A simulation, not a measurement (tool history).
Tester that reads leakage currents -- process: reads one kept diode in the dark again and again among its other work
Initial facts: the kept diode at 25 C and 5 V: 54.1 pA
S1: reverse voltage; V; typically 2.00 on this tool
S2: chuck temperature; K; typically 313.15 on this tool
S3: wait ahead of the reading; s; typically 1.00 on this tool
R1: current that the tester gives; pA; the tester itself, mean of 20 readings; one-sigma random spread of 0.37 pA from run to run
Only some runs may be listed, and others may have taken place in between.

Run 1, hour 0.0: usual settings. Result: R1 125.82 pA.
Run 2, hour 18.7: usual settings. Result: R1 125.96 pA.
Run 3, hour 48.3: usual settings. Result: R1 124.89 pA.
Run 4, hour 74.5: usual settings but S2 296.15 K. Result: R1 35.89 pA.
Run 5, hour 105.3: usual settings but S2 296.15 K. Result: R1 35.85 pA.
Run 6, hour 146.2: usual settings but S2 296.15 K. Result: R1 35.29 pA.
Run 7, hour 164.7: usual settings but S2 312.15 K. Result: R1 115.19 pA.
Run 8, hour 183.5: usual settings but S2 296.15 K. Result: R1 35.45 pA.
Run 9, hour 202.8: usual settings but S2 296.15 K. Result: R1 35.63 pA.
Run 10, hour 231.2: usual settings but S2 296.15 K. Result: R1 35.48 pA.
Run 11, hour 251.8: usual settings. Result: R1 123.30 pA.
Run 12, hour 279.3: usual settings. Result: R1 123.02 pA.
Run 13, hour 297.6: usual settings. Result: R1 122.29 pA.
Run 14, hour 334.1: usual settings but S1 19.82 V. Result: R1 335.57 pA.
Run 15, hour 356.8: usual settings but S2 322.15 K. Result: R1 231.04 pA.
Run 16, hour 388.1: usual settings but S2 322.15 K. Result: R1 229.21 pA.
Run 17, hour 424.8: usual settings but S2 322.15 K. Result: R1 228.29 pA.
Run 18, hour 447.0: usual settings but S2 322.15 K. Result: R1 228.59 pA.
Run 19, hour 464.3: usual settings but S1 1.21 V. Result: R1 97.51 pA.
Run 20, hour 498.2: usual settings but S1 1.21 V, S2 297.15 K. Result: R1 29.42 pA.
Run 21, hour 537.2: usual settings but S1 1.21 V, S2 297.15 K. Result: R1 29.49 pA.
Run 22, hour 578.9: usual settings but S1 1.64 V, S2 328.15 K, S3 0.88 s. Result: R1 315.61 pA.
Run 23, hour 614.9: usual settings but S1 1.64 V, S2 328.15 K, S3 0.88 s. Result: R1 312.83 pA.
At hour 644.3: probe card cleaned and baked.
Run 24, hour 658.5: usual settings but S1 1.64 V, S2 328.15 K, S3 0.88 s. Result: R1 308.12 pA.
Run 25, hour 693.7: usual settings but S1 13.47 V, S2 314.15 K, S3 9.95 s. Result: R1 257.89 pA.
Run 26, hour 717.8: usual settings but S1 6.18 V, S2 322.15 K, S3 3.95 s. Result: R1 338.53 pA.
Run 27, hour 749.0: usual settings but S1 6.18 V, S2 322.15 K, S3 3.95 s. Result: R1 337.80 pA.
Run 28, hour 778.1: usual settings but S1 2.05 V, S2 311.15 K, S3 0.41 s. Result: R1 98.40 pA.
Run 29, hour 811.0: usual settings but S1 1.29 V, S2 325.15 K, S3 2.52 s. Result: R1 225.14 pA.
Run 30, hour 848.0: usual settings but S1 2.83 V, S2 309.15 K, S3 0.68 s. Result: R1 94.84 pA.
Run 31, hour 870.4: usual settings but S1 1.04 V, S2 309.15 K, S3 0.68 s. Result: R1 63.41 pA.
Run 32, hour 897.4: usual settings but S1 1.04 V, S2 309.15 K, S3 0.68 s. Result: R1 63.30 pA.
Run 33, hour 923.1: usual settings but S1 1.04 V, S2 309.15 K, S3 0.68 s. Result: R1 62.94 pA.
Run 34, hour 945.9: usual settings but S1 1.01 V, S2 315.15 K, S3 0.68 s. Result: R1 97.86 pA.
Run 35, hour 987.6: usual settings but S1 2.69 V, S2 315.15 K, S3 3.68 s. Result: R1 142.52 pA.
Run 36, hour 1013.3: usual settings but S1 7.76 V, S2 327.15 K, S3 3.68 s. Result: R1 512.55 pA.
Run 37, hour 1053.2: usual settings but S1 7.76 V, S2 327.15 K, S3 3.68 s. Result: R1 513.17 pA.
At hour 1083.1: chuck's temperature calibrated.
Run 38, hour 1095.8: usual settings but S1 7.57 V, S2 327.15 K, S3 3.68 s. Result: R1 565.64 pA.
Run 39, hour 1114.1: usual settings but S1 7.57 V, S2 327.15 K, S3 3.68 s. Result: R1 569.23 pA.
Run 40, hour 1132.7: usual settings but S1 7.57 V, S2 327.15 K, S3 3.68 s. Result: R1 562.88 pA.

Measured result minus the same run's result without the hidden state. Both carry the same run-to-run variation, though not necessarily the same gauge scatter:
What the log doesn't record here: stray current of the dirty probe card, pA a volt; current scale over the true one, %; true chuck temperature over the reading, C; drift of the gauge itself on leakage_pa, %.
run      R1
  1   +2.54
  2   +2.37
  3   +1.96
  4   +3.29
  5   +3.19
  6   +3.03
  7   +0.77
  8   +2.94
  9   +2.89
 10   +2.79
 11   -0.54
 12   -0.89
 13   -1.14
 14  +26.73
 15   -6.77
 16   -7.45
 17   -8.23
 18   -8.76
 19   -3.47
 20   +0.56
 21   +0.45
 22  -18.10
 23  -19.16
 24  -23.88
 25  -22.72
 26  -29.34
 27  -30.43
 28   -9.73
 29  -21.62
 30  -10.30
 31   -7.18
 32   -7.35
 33   -7.47
 34  -11.51
 35  -17.35
 36  -59.19
 37  -61.43
 38   +1.09
 39   +0.06
 40   -0.92
